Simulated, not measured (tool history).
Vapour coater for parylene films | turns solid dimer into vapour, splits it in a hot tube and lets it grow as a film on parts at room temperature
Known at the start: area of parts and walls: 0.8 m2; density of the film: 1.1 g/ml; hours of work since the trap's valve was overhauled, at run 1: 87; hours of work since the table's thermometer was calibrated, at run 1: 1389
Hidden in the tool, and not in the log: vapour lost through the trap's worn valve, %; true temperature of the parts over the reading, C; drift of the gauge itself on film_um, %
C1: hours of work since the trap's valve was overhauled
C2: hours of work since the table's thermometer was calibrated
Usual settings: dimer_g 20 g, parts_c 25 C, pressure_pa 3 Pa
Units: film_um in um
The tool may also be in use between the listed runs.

run 1 day=0 | dimer_g=20 parts_c=25 pressure_pa=3 | C1=87 C2=1389 | film_um=14.39
run 2 day=3.008 | dimer_g=20 parts_c=25 pressure_pa=3 | C1=124 C2=1426 | film_um=14.4
run 3 day=5.354 | dimer_g=20 parts_c=25 pressure_pa=3 | C1=153 C2=1455 | film_um=14.47
run 4 day=8.479 | dimer_g=20 parts_c=25 pressure_pa=3 | C1=192 C2=1494 | film_um=14.6
run 5 day=10.742 | dimer_g=20 parts_c=25 pressure_pa=8.79 | C1=220 C2=1522 | film_um=11.56
run 6 day=13.929 | dimer_g=29 parts_c=25 pressure_pa=3 | C1=260 C2=1562 | film_um=21.22
run 7 day=15.571 | dimer_g=11 parts_c=33 pressure_pa=11.99 | C1=280 C2=1582 | film_um=4.64
-- day=16.125 trap's valve overhauled
run 8 day=17.862 | dimer_g=19 parts_c=17 pressure_pa=3 | C1=22 C2=1608 | film_um=17.54
run 9 day=19.171 | dimer_g=19 parts_c=17 pressure_pa=3 | C1=38 C2=1625 | film_um=17.85
run 10 day=21.108 | dimer_g=10 parts_c=20 pressure_pa=7.9 | C1=62 C2=1649 | film_um=6.85
run 11 day=22.942 | dimer_g=20 parts_c=18 pressure_pa=9.94 | C1=85 C2=1671 | film_um=13.89

Forecast each of these 3 alternatives for the next run:
run A day=25.021 | dimer_g=20 parts_c=17 pressure_pa=9.94 | C1=110 C2=1697 | film_um=?
run B day=25.021 | dimer_g=20 parts_c=23 pressure_pa=3 | C1=110 C2=1697 | film_um=?
run C day=25.021 | dimer_g=14 parts_c=19 pressure_pa=4.48 | C1=110 C2=1697 | film_um=?

run=A film_um=14.57
run=B film_um=15.41
run=C film_um=11.07
Without the tool's hidden state the same runs would have given:
run=A film_um=14.59
run=B film_um=15.43
run=C film_um=11.09

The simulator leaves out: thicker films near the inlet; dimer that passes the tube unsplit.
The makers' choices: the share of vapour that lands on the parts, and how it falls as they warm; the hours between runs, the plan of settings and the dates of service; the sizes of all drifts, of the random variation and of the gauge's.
